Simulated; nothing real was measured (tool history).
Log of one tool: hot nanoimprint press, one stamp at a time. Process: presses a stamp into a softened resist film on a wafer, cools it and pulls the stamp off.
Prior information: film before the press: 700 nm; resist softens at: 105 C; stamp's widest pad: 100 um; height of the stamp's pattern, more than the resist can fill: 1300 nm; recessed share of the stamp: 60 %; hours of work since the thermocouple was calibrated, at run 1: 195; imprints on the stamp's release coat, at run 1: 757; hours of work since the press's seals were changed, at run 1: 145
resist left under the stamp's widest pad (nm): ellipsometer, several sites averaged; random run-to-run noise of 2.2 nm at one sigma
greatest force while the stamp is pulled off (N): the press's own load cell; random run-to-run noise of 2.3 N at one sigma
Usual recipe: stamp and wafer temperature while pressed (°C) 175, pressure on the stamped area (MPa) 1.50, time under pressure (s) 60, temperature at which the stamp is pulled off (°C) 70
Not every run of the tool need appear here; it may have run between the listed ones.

run,hour,stamp and wafer temperature while pressed (°C),pressure on the stamped area (MPa),time under pressure (s),temperature at which the stamp is pulled off (°C),hours of work since the thermocouple was calibrated,imprints on the stamp's release coat,hours of work since the press's seals were changed,resist left under the stamp's widest pad (nm),greatest force while the stamp is pulled off (N)
1,0.0,175,1.50,60,70,195,757,145,344.6,247
2,7.6,175,1.50,30,70,199,771,149,429.7,252
3,14.4,175,1.50,30,70,202,783,152,430.7,251
4,24.2,175,1.50,30,70,206,801,156,430.6,251
5,31.0,175,1.50,30,70,209,814,159,433.3,253
6,35.7,175,1.50,82,70,211,822,161,300.6,254
7,44.7,175,1.50,82,70,215,838,165,300.2,252
8,53.4,175,1.50,82,70,219,854,169,302.4,254
9,58.3,175,1.50,82,70,221,863,171,306.6,251
10,67.8,175,1.50,82,70,225,881,175,303.7,259
11,78.0,175,1.50,60,70,230,899,180,336.8,259
12,86.1,175,1.50,60,70,233,914,183,338.2,252
# hour 89.8: plate thermocouple calibrated
13,97.2,175,1.50,60,70,3,929,187,336.1,260
14,103.2,175,1.50,60,65,6,940,189,337.8,289
15,113.0,175,1.50,60,70,10,958,194,336.7,255
16,121.3,175,1.32,107,70,14,973,197,284.6,253
17,128.8,175,1.32,107,70,17,987,201,287.8,253
18,139.3,179,2.39,60,63,22,1006,205,222.2,304
# hour 149.8: plate thermocouple calibrated, once more
19,151.2,187,0.91,35,63,1,1022,209,319.0,317
20,157.6,171,1.25,60,56,3,1034,212,453.0,366
21,165.6,174,2.00,65,67,7,1048,215,324.0,289
22,171.9,186,2.11,69,67,10,1060,218,169.5,289
23,182.9,171,1.86,69,67,15,1080,223,377.7,295
24,188.3,170,1.50,60,69,17,1090,225,446.2,275
25,199.0,170,1.50,60,69,22,1109,230,439.6,275
26,207.4,175,1.50,44,70,25,1125,234,400.6,268
27,215.2,175,0.95,40,70,29,1139,237,473.7,270
28,222.3,174,1.26,40,62,32,1152,240,451.2,320
29,230.8,174,1.26,40,62,36,1167,244,453.7,334
30,239.0,175,1.98,115,56,39,1182,248,246.3,373

Forecast each of these 4 alternatives for the next run:
A,247.7,177,1.29,115,72,43,1198,252,?,?
B,247.7,175,1.98,115,77,43,1198,252,?,?
C,247.7,186,0.98,115,60,43,1198,252,?,?
D,247.7,173,1.22,56,56,43,1198,252,?,?

run,resist left under the stamp's widest pad (nm),greatest force while the stamp is pulled off (N)
A,267.1,252
B,245.4,223
C,196.7,348
D,428.7,378
The same runs, with their run-to-run variation unchanged, on a tool lacking any hidden condition would have given:
run,resist left under the stamp's widest pad (nm),greatest force while the stamp is pulled off (N)
A,269.0,218
B,246.2,193
C,198.2,300
D,431.4,326
